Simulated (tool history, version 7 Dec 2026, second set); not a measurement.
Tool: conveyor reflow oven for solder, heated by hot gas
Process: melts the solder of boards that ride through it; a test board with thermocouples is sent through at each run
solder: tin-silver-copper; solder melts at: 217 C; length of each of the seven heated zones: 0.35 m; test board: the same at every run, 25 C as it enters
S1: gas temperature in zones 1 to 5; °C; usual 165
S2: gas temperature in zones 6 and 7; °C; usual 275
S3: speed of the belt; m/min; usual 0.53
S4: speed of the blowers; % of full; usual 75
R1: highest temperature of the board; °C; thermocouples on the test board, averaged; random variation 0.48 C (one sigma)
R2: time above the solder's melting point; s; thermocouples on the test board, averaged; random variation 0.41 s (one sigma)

run 1 hour=0 | S1=165 S2=275 S3=0.53 S4=75 | R1=257.2 R2=59
run 2 hour=14.6 | S1=165 S2=275 S3=0.53 S4=75 | R1=257.3 R2=60.1
run 3 hour=30.8 | S1=165 S2=275 S3=0.53 S4=75 | R1=257.9 R2=59.3
run 4 hour=56 | S1=165 S2=275 S3=0.53 S4=75 | R1=256.8 R2=59.2
run 5 hour=84 | S1=165 S2=275 S3=0.53 S4=75 | R1=257.5 R2=60.1
run 6 hour=99.5 | S1=165 S2=275 S3=0.53 S4=75 | R1=257.6 R2=59.8
run 7 hour=122.7 | S1=165 S2=275 S3=0.53 S4=75 | R1=256 R2=59.3
run 8 hour=148.9 | S1=165 S2=275 S3=0.426 S4=75 | R1=263.9 R2=80.3
run 9 hour=161.3 | S1=165 S2=275 S3=0.426 S4=75 | R1=263.6 R2=79.9
run 10 hour=184.8 | S1=165 S2=275 S3=0.53 S4=75 | R1=257.8 R2=59.7
run 11 hour=204.4 | S1=172 S2=275 S3=0.53 S4=75 | R1=258.5 R2=63
run 12 hour=218.1 | S1=172 S2=275 S3=0.53 S4=75 | R1=258.7 R2=62.4
run 13 hour=232 | S1=172 S2=275 S3=0.53 S4=75 | R1=258.7 R2=61.8
run 14 hour=255.7 | S1=165 S2=275 S3=0.53 S4=75 | R1=256.5 R2=59.4
run 15 hour=281.8 | S1=165 S2=275 S3=0.53 S4=75 | R1=257.2 R2=58.8
run 16 hour=295.7 | S1=165 S2=275 S3=0.53 S4=75 | R1=257.5 R2=59.6
run 17 hour=310.3 | S1=165 S2=265 S3=0.53 S4=84 | R1=249.7 R2=55.6
run 18 hour=324.3 | S1=157 S2=278 S3=0.546 S4=89 | R1=261.3 R2=58.4
run 19 hour=344.3 | S1=165 S2=269 S3=0.53 S4=75 | R1=252.3 R2=55.7
run 20 hour=361.3 | S1=165 S2=275 S3=0.633 S4=75 | R1=249.6 R2=44.1
run 21 hour=373.6 | S1=150 S2=288 S3=0.601 S4=75 | R1=259.4 R2=50.1
run 22 hour=389.5 | S1=150 S2=271 S3=0.601 S4=75 | R1=245.5 R2=40.1
-- hour=422.8 flux residue cleaned out of gas plates and filters
run 23 hour=422.8 | S1=150 S2=271 S3=0.601 S4=75 | R1=246.4 R2=40.4
run 24 hour=445.5 | S1=150 S2=271 S3=0.601 S4=75 | R1=247 R2=39.2
run 25 hour=463.6 | S1=172 S2=268 S3=0.588 S4=61 | R1=244.7 R2=44.7
run 26 hour=488.9 | S1=150 S2=275 S3=0.53 S4=52 | R1=244.6 R2=44.5
run 27 hour=508.9 | S1=154 S2=285 S3=0.565 S4=52 | R1=251 R2=45.8
run 28 hour=521.4 | S1=165 S2=275 S3=0.432 S4=66 | R1=260.9 R2=77.6
run 29 hour=541.2 | S1=165 S2=275 S3=0.487 S4=52 | R1=252.4 R2=59.3
run 30 hour=568.1 | S1=155 S2=275 S3=0.573 S4=52 | R1=242.3 R2=38.5

Forecast each of these 4 alternatives for the next run:
run A hour=586.6 | S1=155 S2=275 S3=0.573 S4=56 | R1=? R2=?
run B hour=586.6 | S1=157 S2=275 S3=0.53 S4=75 | R1=? R2=?
run C hour=586.6 | S1=169 S2=275 S3=0.543 S4=52 | R1=? R2=?
run D hour=586.6 | S1=150 S2=276 S3=0.573 S4=66 | R1=? R2=?

run=A R1=244.6 R2=40.6
run=B R1=256.1 R2=56.6
run=C R1=248.7 R2=51.3
run=D R1=249.4 R2=43.6
Without the tool's hidden state the same runs would have given:
run=A R1=244.6 R2=40.6
run=B R1=256.1 R2=56.6
run=C R1=248.8 R2=51.3
run=D R1=249.4 R2=43.6
